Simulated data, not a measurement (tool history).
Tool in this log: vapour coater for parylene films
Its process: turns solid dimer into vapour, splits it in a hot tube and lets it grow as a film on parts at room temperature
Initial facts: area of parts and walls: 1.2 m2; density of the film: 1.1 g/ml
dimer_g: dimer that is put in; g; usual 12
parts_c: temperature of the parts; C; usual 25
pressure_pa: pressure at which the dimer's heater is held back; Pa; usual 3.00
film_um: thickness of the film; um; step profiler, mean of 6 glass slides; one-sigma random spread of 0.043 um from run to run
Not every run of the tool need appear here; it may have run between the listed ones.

run   hour  dimer_g  parts_c  pressure_pa  film_um
  1    0.0       12       25         3.00     5.70
  2   29.6       12       25         4.04     5.73
  3   47.0        8       25         3.00     3.85
  4   75.7        8       25         3.00     3.85
  5  101.4       12       25         3.00     5.79
  6  116.9       12       25         3.00     5.79
  7  141.6       12       25         3.00     5.82
  8  163.7       12       25         3.00     5.85
  9  192.3       12       25         3.00     5.80
 10  211.7       12       26         3.00     5.49
 11  233.4       12       25         3.00     5.85
 12  253.4       12       25         3.00     5.81
 13  275.3       12       25         3.00     5.85
 14  289.7       12       25         3.00     5.82
 15  310.8       12       25         3.00     5.87
     325.4  -- trap's valve overhauled
 16  342.9        8       21         4.61     4.58
 17  368.2       12       25         8.63     5.46
 18  398.2        9       25         9.49     4.10
 19  426.5        6       35         9.49     1.67
 20  455.6       15       21         4.31     8.62
 21  468.9       12       27         5.15     5.11
 22  485.3       21       22         2.03    12.12
 23  498.1       20       25         4.28     9.53
 24  521.0       20       25         4.28     9.51
 25  541.4        6       21        11.44     3.25
 26  558.5        6       21        11.44     3.28
 27  581.8        7       33         3.33     2.30
 28  600.7       12       19         3.00     7.80
 29  619.9        8       30         3.17     3.03

Alternative continuations, all from the tool just after run 29; predict every row:
  A  646.7        9       35         3.17        ?
  B  646.7        8       30         3.17        ?
  C  646.7        6       24         8.33        ?
  D  646.7       10       29         5.09        ?
  E  646.7        8       24         2.80        ?

run  film_um
  A     2.69
  B     3.00
  C     2.84
  D     3.87
  E     4.09
Had the tool no hidden state, the same runs would have come out as:
run  film_um
  A     2.70
  B     3.00
  C     2.85
  D     3.88
  E     4.09

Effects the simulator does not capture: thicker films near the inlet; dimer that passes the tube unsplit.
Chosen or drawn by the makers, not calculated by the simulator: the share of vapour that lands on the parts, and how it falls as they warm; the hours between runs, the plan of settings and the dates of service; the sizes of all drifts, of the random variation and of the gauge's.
